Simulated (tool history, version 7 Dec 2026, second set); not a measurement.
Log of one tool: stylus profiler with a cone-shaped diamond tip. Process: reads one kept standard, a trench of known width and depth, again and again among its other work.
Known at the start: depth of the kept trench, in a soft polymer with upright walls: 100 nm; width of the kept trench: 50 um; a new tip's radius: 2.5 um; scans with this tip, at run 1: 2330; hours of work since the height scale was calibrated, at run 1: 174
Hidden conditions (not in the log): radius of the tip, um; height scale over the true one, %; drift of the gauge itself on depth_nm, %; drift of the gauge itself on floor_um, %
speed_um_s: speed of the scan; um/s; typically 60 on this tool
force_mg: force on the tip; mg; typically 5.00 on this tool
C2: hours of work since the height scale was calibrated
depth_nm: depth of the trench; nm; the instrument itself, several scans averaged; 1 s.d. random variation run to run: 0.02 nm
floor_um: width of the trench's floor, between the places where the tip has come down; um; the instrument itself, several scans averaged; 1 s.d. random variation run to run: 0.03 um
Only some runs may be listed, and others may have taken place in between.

Run 1, hour 0.0: usual settings; scans with this tip 2330; C2 174. Result: depth_nm 100.94 nm, floor_um 48.33 um.
Run 2, hour 10.5: usual settings; scans with this tip 2396; C2 179. Result: depth_nm 100.96 nm, floor_um 48.29 um.
Run 3, hour 24.1: usual settings; scans with this tip 2482; C2 185. Result: depth_nm 100.95 nm, floor_um 48.34 um.
Run 4, hour 30.9: usual settings; scans with this tip 2525; C2 188. Result: depth_nm 101.00 nm, floor_um 48.29 um.
Run 5, hour 40.6: usual settings; scans with this tip 2586; C2 193. Result: depth_nm 100.93 nm, floor_um 48.30 um.
Run 6, hour 49.3: usual settings but force_mg 2.90 mg; scans with this tip 2641; C2 197. Result: depth_nm 100.66 nm, floor_um 48.23 um.
Run 7, hour 57.7: usual settings but force_mg 2.90 mg; scans with this tip 2693; C2 201. Result: depth_nm 100.69 nm, floor_um 48.29 um.
Run 8, hour 63.9: usual settings but force_mg 2.90 mg; scans with this tip 2733; C2 204. Result: depth_nm 100.69 nm, floor_um 48.23 um.
At hour 65.3: height scale calibrated on a step standard.
Run 9, hour 72.4: usual settings; scans with this tip 2783; C2 3. Result: depth_nm 100.99 nm, floor_um 48.26 um.
Run 10, hour 78.8: usual settings; scans with this tip 2823; C2 6. Result: depth_nm 101.02 nm, floor_um 48.24 um.
At hour 87.6: height scale calibrated on a step standard, once more.
Run 11, hour 87.6: usual settings; scans with this tip 2876; C2 0. Result: depth_nm 100.86 nm, floor_um 48.31 um.
Run 12, hour 98.4: usual settings; scans with this tip 2944; C2 5. Result: depth_nm 100.88 nm, floor_um 48.26 um.
Run 13, hour 112.9: usual settings; scans with this tip 3035; C2 12. Result: depth_nm 100.83 nm, floor_um 48.31 um.
Run 14, hour 119.9: usual settings but force_mg 5.64 mg; scans with this tip 3079; C2 15. Result: depth_nm 100.98 nm, floor_um 48.36 um.
Run 15, hour 128.2: usual settings but force_mg 5.64 mg; scans with this tip 3131; C2 19. Result: depth_nm 100.96 nm, floor_um 48.28 um.
Run 16, hour 140.2: usual settings but speed_um_s 175 um/s, force_mg 6.28 mg; scans with this tip 3206; C2 25. Result: depth_nm 101.01 nm, floor_um 47.92 um.
Run 17, hour 149.7: usual settings but speed_um_s 111 um/s, force_mg 3.06 mg; scans with this tip 3266; C2 29. Result: depth_nm 100.61 nm, floor_um 47.99 um.
Run 18, hour 163.0: usual settings but speed_um_s 111 um/s, force_mg 3.06 mg; scans with this tip 3350; C2 35. Result: depth_nm 100.64 nm, floor_um 47.95 um.
Run 19, hour 170.0: usual settings but speed_um_s 111 um/s, force_mg 3.06 mg; scans with this tip 3394; C2 39. Result: depth_nm 100.65 nm, floor_um 47.88 um.
Run 20, hour 179.0: usual settings but speed_um_s 17 um/s, force_mg 9.90 mg; scans with this tip 3451; C2 43. Result: depth_nm 101.38 nm, floor_um 48.44 um.
Run 21, hour 192.5: usual settings but speed_um_s 17 um/s, force_mg 9.90 mg; scans with this tip 3536; C2 49. Result: depth_nm 101.42 nm, floor_um 48.50 um.
Run 22, hour 207.1: usual settings but speed_um_s 32 um/s, force_mg 3.91 mg; scans with this tip 3628; C2 56. Result: depth_nm 100.76 nm, floor_um 48.35 um.
Run 23, hour 218.8: usual settings but speed_um_s 232 um/s, force_mg 4.60 mg; scans with this tip 3701; C2 62. Result: depth_nm 100.87 nm, floor_um 47.54 um.
Run 24, hour 230.4: usual settings but speed_um_s 232 um/s, force_mg 4.60 mg; scans with this tip 3774; C2 67. Result: depth_nm 100.85 nm, floor_um 47.56 um.
Run 25, hour 242.3: usual settings but speed_um_s 15 um/s, force_mg 2.29 mg; scans with this tip 3849; C2 73. Result: depth_nm 100.54 nm, floor_um 48.38 um.
Run 26, hour 256.9: usual settings but speed_um_s 39 um/s, force_mg 8.16 mg; scans with this tip 3941; C2 79. Result: depth_nm 101.26 nm, floor_um 48.39 um.
Run 27, hour 268.8: usual settings but speed_um_s 32 um/s, force_mg 1.90 mg; scans with this tip 4016; C2 85. Result: depth_nm 100.47 nm, floor_um 48.30 um.

Hidden state at the last listed run before each entry between runs and at the first one after, where it differs:
In the gap between runs 8 and 9: height scale calibrated on a step standard (hour 65.3)
  radius of the tip, um: 2.76 -> 2.77; height scale over the true one, %: 0.07 -> 0.111
  what was measured, less what the result would be without the hidden state, depth_nm: +0.07 -> +0.11 nm; floor_um: -0.07 -> -0.07 um
In the gap between runs 10 and 11: height scale calibrated on a step standard, once more (hour 87.6)
  height scale over the true one, %: 0.112 -> -0.022
  what was measured, less what the result would be without the hidden state, depth_nm: +0.12 -> -0.02 nm; floor_um: -0.07 -> -0.08 um

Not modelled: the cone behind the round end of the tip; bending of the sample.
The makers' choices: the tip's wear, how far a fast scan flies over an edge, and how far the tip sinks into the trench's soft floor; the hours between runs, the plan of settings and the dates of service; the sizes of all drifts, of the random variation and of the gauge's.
